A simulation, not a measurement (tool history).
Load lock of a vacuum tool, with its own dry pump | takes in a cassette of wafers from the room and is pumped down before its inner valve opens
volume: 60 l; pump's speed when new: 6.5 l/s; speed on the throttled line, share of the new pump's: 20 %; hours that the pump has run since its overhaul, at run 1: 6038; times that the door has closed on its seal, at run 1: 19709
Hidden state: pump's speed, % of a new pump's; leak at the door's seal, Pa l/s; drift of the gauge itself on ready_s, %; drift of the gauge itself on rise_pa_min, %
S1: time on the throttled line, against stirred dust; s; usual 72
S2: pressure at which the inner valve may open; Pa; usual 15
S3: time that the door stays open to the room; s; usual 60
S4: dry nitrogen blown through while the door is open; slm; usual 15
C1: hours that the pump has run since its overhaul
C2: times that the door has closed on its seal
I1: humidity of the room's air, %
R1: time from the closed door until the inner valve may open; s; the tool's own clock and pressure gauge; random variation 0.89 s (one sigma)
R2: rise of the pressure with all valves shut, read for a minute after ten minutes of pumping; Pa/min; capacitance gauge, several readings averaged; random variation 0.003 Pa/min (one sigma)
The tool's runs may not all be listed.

run    hour  S1  S2   S3  S4     C1     C2    I1     R1     R2
  1     0.0  72  15   60  15   6038  19709  44.3  143.1  0.203
  2   449.9  72  15   60  15   6488  20577  43.2  144.9  0.220
  3   701.4  72  15   60  15   6739  21062  41.9  145.5  0.216
  4  1017.8  72  15   60  15   7055  21672  43.5  145.7  0.228
  5  1321.3  72  15   60  15   7359  22257  47.4  145.4  0.248
  6  1569.7  72  15   60  15   7607  22736  44.5  146.7  0.251
  7  1866.2  72  15   60  15   7904  23307  42.1  146.0  0.263
  8  2237.6  72  15   60  15   8275  24024  47.1  147.2  0.273
  9  2675.5  72  10  104  15   8713  24868  43.4  152.5  0.293
 10  2954.6  72  10  104  15   8992  25406  45.4  153.2  0.296
 11  3235.2  72  20   60  15   9273  25947  43.0  143.9  0.304
 12  3502.3  84  23   60  15   9540  26462  45.1  152.8  0.308
 13  3795.5  72  14   60  15   9833  27027  44.8  149.9  0.320
 14  4005.2  72  14   60  15  10043  27432  45.1  150.0  0.324
 15  4206.4  72  14   60  15  10244  27820  48.3  151.4  0.336

4 ways to go on from here, each from the tool as it stands after run 15. What would each give?
  A  4540.0   72  15  60   8  10578  28463  45.0   ?   ?
  B  4540.0   72  27  60  15  10578  28463  47.0   ?   ?
  C  4540.0  118  14  47  15  10578  28463  45.7   ?   ?
  D  4540.0  115  16  49  15  10578  28463  47.3   ?   ?

run     R1     R2
  A  150.5  0.347
  B  143.8  0.343
  C  185.3  0.347
  D  182.7  0.350
Without the tool's hidden state the same runs would have given:
run     R1     R2
  A  140.6  0.021
  B  134.9  0.015
  C  176.6  0.021
  D  174.3  0.024
